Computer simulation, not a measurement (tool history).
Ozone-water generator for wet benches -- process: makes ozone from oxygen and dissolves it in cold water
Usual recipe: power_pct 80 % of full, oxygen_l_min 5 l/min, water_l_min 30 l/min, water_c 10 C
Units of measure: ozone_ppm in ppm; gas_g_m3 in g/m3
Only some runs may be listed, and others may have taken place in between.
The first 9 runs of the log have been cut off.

run      day  power_pct  oxygen_l_min  water_l_min  water_c  hours of work since the electrodes were changed  hours of work since the contactor was cleaned  hours of work since the thermometer was calibrated  ozone_ppm  gas_g_m3
 10   34.212         80             5           30       10                                             3989                                           3729                                                 375       16.4     182.2
 11   37.129         80             5           30       10                                             4042                                           3782                                                 428       16.5     183.1
 12   39.833         80           6.8           30       10                                             4091                                           3831                                                 477       17.7     160.8
 13   43.571         80           6.8           30       10                                             4158                                           3898                                                 544       17.8     161.3
 14   46.412         80             5           30       10                                             4210                                           3950                                                 596       16.2     182.2
 15   49.988         41             5           30       10                                             4274                                           4014                                                 660        9.8     110.3
 16   53.246         41             5           30       10                                             4333                                           4073                                                 719        9.9     109.4
 17   55.683         41             5           30       10                                             4377                                           4117                                                 763        9.8     110.7
 18   59.375         48          6.83           30        6                                             4444                                           4184                                                 830       12.5     109.7
      60.458  -- contactor cleaned
 19   62.025         48          6.83           30        6                                             4489                                             28                                                 875       13.4       109
 20   66.933         59             5           30       10                                             4578                                            117                                                 964       13.8       145
 21     69.3         51          4.91           30       10                                             4620                                            160                                                1006       12.1     130.7
 22     73.8         83          6.05           31        7                                             4702                                            241                                                1088       18.1       172
 23   77.471         44          4.54           34        9                                             4768                                            307                                                1154        9.3     120.9
 24   81.312         44          4.54           34        9                                             4837                                            377                                                1223        9.5       121
 25   85.817         80          3.76           44        7                                             4919                                            458                                                1305       10.6     201.9
 26   89.842         88          3.12           26        7                                             4991                                            531                                                1377       17.6     233.5
 27   92.979         88          3.12           26        7                                             5048                                            587                                                1434       17.6     232.4
 28   95.338         88          3.12           26        7                                             5091                                            630                                                1477       17.6     231.3
 29   99.638         88          3.12           26        7                                             5168                                            708                                                1554       18.1     232.1
 30  103.679         80          7.64           30       10                                             5241                                            781                                                1627       18.2     150.7
 31  107.925         80          7.64           30       10                                             5318                                            858                                                1704       18.2     148.5
 32  111.446         80             5           45       10                                             5382                                            921                                                1768       11.1     177.8
 33  115.612         80          8.12           30        7                                             5457                                            996                                                1843       19.2       146
 34  118.688         84          8.12           37        5                                             5513                                           1052                                                1899       17.1     148.8

Below are 3 alternative next runs, each starting from the tool's condition after run 34. Predict each:
  A  121.562         84          8.12           35       10                                             5565                                           1104                                                1950          ?         ?
  B  121.562         63           5.1           37       11                                             5565                                           1104                                                1950          ?         ?
  C  121.562         84          8.12           34        7                                             5565                                           1104                                                1950          ?         ?

run  ozone_ppm  gas_g_m3
  A       16.9       150
  B       11.4     147.9
  C       17.7     150.5
Stripped of hidden state, with their random variation kept, the same runs would have yielded:
run  ozone_ppm  gas_g_m3
  A       19.4     168.5
  B       12.7     162.5
  C       20.3     169.1

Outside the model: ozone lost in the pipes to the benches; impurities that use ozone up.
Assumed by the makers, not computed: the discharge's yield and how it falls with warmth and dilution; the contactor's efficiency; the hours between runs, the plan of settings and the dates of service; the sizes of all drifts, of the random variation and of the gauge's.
